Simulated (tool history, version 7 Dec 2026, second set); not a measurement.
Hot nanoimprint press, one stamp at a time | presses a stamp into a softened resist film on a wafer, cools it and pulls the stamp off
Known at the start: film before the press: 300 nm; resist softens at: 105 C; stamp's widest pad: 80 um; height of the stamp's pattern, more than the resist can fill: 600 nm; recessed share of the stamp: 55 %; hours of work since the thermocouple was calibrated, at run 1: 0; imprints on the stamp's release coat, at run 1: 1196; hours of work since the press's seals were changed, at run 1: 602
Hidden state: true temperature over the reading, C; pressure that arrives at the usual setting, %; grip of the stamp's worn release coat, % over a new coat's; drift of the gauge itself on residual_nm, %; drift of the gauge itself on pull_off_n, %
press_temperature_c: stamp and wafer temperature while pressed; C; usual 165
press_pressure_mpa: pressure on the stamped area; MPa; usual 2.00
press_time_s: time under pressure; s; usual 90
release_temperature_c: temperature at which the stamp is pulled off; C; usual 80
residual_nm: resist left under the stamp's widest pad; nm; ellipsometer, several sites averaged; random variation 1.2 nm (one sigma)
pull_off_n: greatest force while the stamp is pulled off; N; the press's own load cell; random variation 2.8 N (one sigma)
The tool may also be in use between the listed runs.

run    hour  press_temperature_c  press_pressure_mpa  press_time_s  release_temperature_c  hours of work since the thermocouple was calibrated  imprints on the stamp's release coat  hours of work since the press's seals were changed  residual_nm  pull_off_n
  1     0.0                  165                2.00            90                     80                                                    0                                  1196                                                 602        172.6         206
  2    88.8                  165                2.00            90                     80                                                   59                                  1615                                                 661        170.8         216
  3   145.8                  165                2.00            90                     80                                                   97                                  1884                                                 699        169.2         213
      191.1  -- stamp cleaned and given a new release coat
  4   206.4                  165                2.63            90                     80                                                  133                                    72                                                 735        149.8         190
  5   280.0                  165                2.63            90                     80                                                  182                                   419                                                 784        150.0         194
  6   337.0                  165                2.63            90                     80                                                  219                                   688                                                 822        147.8         196
      345.9  -- plate thermocouple calibrated
  7   381.8                  165                2.00            90                     80                                                   24                                   885                                                 849        158.6         199
      406.5  -- press's hydraulic seals changed and the load cell set to zero
  8   440.5                  165                2.00            90                     80                                                   57                                  1124                                                  23        157.1         200
  9   509.3                  157                2.00            90                     80                                                  103                                  1449                                                  68        229.9         210
      558.1  -- plate thermocouple calibrated, once more
 10   594.6                  168                2.94           164                     80                                                   24                                  1838                                                 123         94.7         220
      654.4  -- stamp cleaned and given a new release coat
 11   693.7                  168                2.94           164                     80                                                   86                                   186                                                 184         93.8         199
 12   748.5                  165                1.58           159                     80                                                  122                                   444                                                 221        147.5         202
 13   841.6                  161                1.80            89                     70                                                  184                                   884                                                 283        207.0         240
 14   883.1                  155                2.65            74                     71                                                  211                                  1079                                                 310        244.8         241
 15   948.2                  155                2.65            74                     71                                                  255                                  1387                                                 353        243.9         248
 16  1029.9                  155                2.65            74                     71                                                  309                                  1772                                                 407        241.7         250
     1074.6  -- plate thermocouple calibrated
     1105.3  -- stamp cleaned and given a new release coat
 17  1125.6                  155                2.65            74                     71                                                   30                                    95                                                 465        256.0         231
 18  1184.8                  155                2.65            74                     71                                                   69                                   375                                                 504        255.6         237

How the hidden state differs across the entries between the runs, from the last listed run before each to the first after it:
Between runs 3 and 4: stamp cleaned and given a new release coat (hour 191.1)
  true temperature over the reading, C: 0.56 -> 0.73; pressure that arrives at the usual setting, %: 98.73 -> 98.66; grip of the stamp's worn release coat, % over a new coat's: 11.8 -> 0.4
  measured less the result without the state, residual_nm: -4.4 -> -5.4 nm; pull_off_n: +20 -> -2 N
Between runs 6 and 7: plate thermocouple calibrated (hour 345.9)
  true temperature over the reading, C: 1.17 -> 1.63; pressure that arrives at the usual setting, %: 98.49 -> 98.44; grip of the stamp's worn release coat, % over a new coat's: 4.3 -> 5.5
  measured less the result without the state, residual_nm: -9.2 -> -13.7 nm; pull_off_n: +4 -> +4 N
Between runs 7 and 8: press's hydraulic seals changed and the load cell set to zero (hour 406.5)
  true temperature over the reading, C: 1.63 -> 1.8; pressure that arrives at the usual setting, %: 98.44 -> 99.77; grip of the stamp's worn release coat, % over a new coat's: 5.5 -> 7
  measured less the result without the state, residual_nm: -13.7 -> -15.9 nm; pull_off_n: +4 -> +7 N
Between runs 9 and 10: plate thermocouple calibrated, once more (hour 558.1)
  true temperature over the reading, C: 2.02 -> 0.26; pressure that arrives at the usual setting, %: 99.68 -> 99.57; grip of the stamp's worn release coat, % over a new coat's: 9 -> 11.5
  measured less the result without the state, residual_nm: -16.3 -> -1.4 nm; pull_off_n: +10 -> +22 N
Between runs 10 and 11: stamp cleaned and given a new release coat (hour 654.4)
  true temperature over the reading, C: 0.26 -> 0.54; pressure that arrives at the usual setting, %: 99.57 -> 99.45; grip of the stamp's worn release coat, % over a new coat's: 11.5 -> 1.2
  measured less the result without the state, residual_nm: -1.4 -> -3.1 nm; pull_off_n: +22 -> +0 N
Between runs 16 and 17: plate thermocouple calibrated (hour 1074.6); stamp cleaned and given a new release coat (hour 1105.3)
  true temperature over the reading, C: 1.62 -> -0.04; pressure that arrives at the usual setting, %: 98.96 -> 98.84; grip of the stamp's worn release coat, % over a new coat's: 11.1 -> 0.6
  measured less the result without the state, residual_nm: -11.0 -> +0.9 nm; pull_off_n: +19 -> +1 N
